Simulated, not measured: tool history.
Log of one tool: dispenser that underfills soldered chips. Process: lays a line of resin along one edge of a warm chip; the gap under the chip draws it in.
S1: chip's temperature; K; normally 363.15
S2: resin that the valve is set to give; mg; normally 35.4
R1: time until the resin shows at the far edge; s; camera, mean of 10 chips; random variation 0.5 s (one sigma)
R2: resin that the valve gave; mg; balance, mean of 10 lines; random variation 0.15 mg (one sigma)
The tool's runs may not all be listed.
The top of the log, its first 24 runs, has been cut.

| run | hour | S1 | S2 | R1 | R2 |
|---|---|---|---|---|---|
|  | 104.3 | new syringe of resin |
| 25 | 104.3 | 353.15 | 38.9 | 56.4 | 38.09 |
| 26 | 107.1 | 366.15 | 35.6 | 40.1 | 34.79 |
| 27 | 111.2 | 377.15 | 35.4 | 35.1 | 34.89 |
|  | 112.3 | new syringe of resin |
| 28 | 115.8 | 377.15 | 35.4 | 26.8 | 34.54 |
| 29 | 118.4 | 375.15 | 30.8 | 36.2 | 30.19 |
|  | 120.6 | new syringe of resin |
| 30 | 122.7 | 376.15 | 34.9 | 25.6 | 33.98 |
| 31 | 128.2 | 376.15 | 34.9 | 37.1 | 33.64 |
|  | 128.9 | new syringe of resin |
| 32 | 131.6 | 361.15 | 33 | 49.6 | 31.85 |
| 33 | 134.7 | 360.15 | 32 | 63.7 | 30.8 |
|  | 137 | new syringe of resin |
| 34 | 140.9 | 348.15 | 36 | 90.7 | 34.52 |
|  | 145 | new syringe of resin |
| 35 | 145.6 | 348.15 | 36 | 73.6 | 34.38 |

Predict each of these 5 candidate next runs independently; none follows another, all start after run 35:
| A | 151.4 | 355.15 | 38 | ? | ? |
| B | 151.4 | 356.15 | 36.2 | ? | ? |
| C | 151.4 | 373.15 | 40.7 | ? | ? |
| D | 151.4 | 361.15 | 33.1 | ? | ? |
| E | 151.4 | 352.15 | 41.8 | ? | ? |

| run | R1 | R2 |
|---|---|---|
| A | 78.9 | 36.34 |
| B | 77.3 | 34.88 |
| C | 38 | 39.05 |
| D | 62.4 | 31.75 |
| E | 88.9 | 39.96 |
Without the tool's unlogged condition, the same runs would have read:
| run | R1 | R2 |
|---|---|---|
| A | 56.4 | 37.93 |
| B | 55.2 | 36.41 |
| C | 26.8 | 40.77 |
| D | 44.3 | 33.14 |
| E | 63.8 | 41.72 |

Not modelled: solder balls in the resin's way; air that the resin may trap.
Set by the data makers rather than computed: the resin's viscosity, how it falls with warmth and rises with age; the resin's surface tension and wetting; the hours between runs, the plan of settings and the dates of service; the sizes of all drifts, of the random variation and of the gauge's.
